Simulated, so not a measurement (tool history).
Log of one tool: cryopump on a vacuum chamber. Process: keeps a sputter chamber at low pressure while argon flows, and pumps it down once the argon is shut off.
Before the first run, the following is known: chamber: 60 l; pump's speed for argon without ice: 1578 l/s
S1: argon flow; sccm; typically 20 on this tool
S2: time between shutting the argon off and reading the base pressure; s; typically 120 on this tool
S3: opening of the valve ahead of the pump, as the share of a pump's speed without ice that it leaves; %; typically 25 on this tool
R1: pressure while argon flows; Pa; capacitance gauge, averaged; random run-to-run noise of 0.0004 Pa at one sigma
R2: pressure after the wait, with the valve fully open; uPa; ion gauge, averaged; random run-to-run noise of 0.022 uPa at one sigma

run,hour,S1,S2,S3,R1,R2
1,0,20,120,25,0.089,0.7
2,19.4,20,120,25,0.0887,0.75
3,28.5,20,120,25,0.089,0.78
4,43.5,20,34,25,0.0885,1.95
5,53.9,20,34,25,0.0891,1.9
6,66.1,20,34,25,0.0889,1.89
7,74.7,20,34,25,0.0894,1.94
8,94.2,20,120,25,0.0892,0.8
9,109,20,120,25,0.0888,0.8
10,117.7,20,120,25,0.0894,0.82
11,128.7,20,120,37,0.0616,0.87
12,147.8,20,120,25,0.089,0.84
13,164.2,20,120,25,0.09,0.82
14,173.9,20,120,25,0.0887,0.81
# hour 192.4: pump warmed up, emptied and cooled again
15,198.9,20,207,25,0.0863,0.54
16,218.9,20,207,25,0.0855,0.61
17,230.6,32,132,24,0.1434,0.72
18,249.5,32,132,24,0.1437,0.77
19,258.9,32,132,24,0.144,0.75
20,273.8,20,20,21,0.102,3.13
21,290.7,20,20,21,0.103,3.06
22,299,10,50,23,0.0464,1.47
23,314.4,10,50,23,0.0474,1.42
24,329.8,18,26,57,0.0345,2.51
25,347.9,13,172,35,0.0406,0.71
26,360.1,26,28,54,0.052,2.32

The logged runs with the hidden state left out (each run's random variation unchanged):
The tool's hidden condition here consists of: pump's speed, % of a pump's without ice; cold plate's temperature, K; leak into the chamber, uPa l/s; drift of the gauge itself on working_pa, %; drift of the gauge itself on base_upa, %.
run,R1,R2
1,0.0861,0.58
2,0.0857,0.62
3,0.086,0.64
4,0.0854,1.81
5,0.086,1.76
6,0.0858,1.74
7,0.0862,1.78
8,0.0859,0.65
9,0.0855,0.64
10,0.086,0.66
11,0.0582,0.69
12,0.0856,0.66
13,0.0864,0.64
14,0.0851,0.63
15,0.0862,0.41
16,0.0853,0.46
17,0.1429,0.57
18,0.1431,0.61
19,0.1434,0.59
20,0.1016,2.97
21,0.1025,2.89
22,0.0461,1.3
23,0.0471,1.25
24,0.0339,2.33
25,0.0402,0.52
26,0.051,2.14
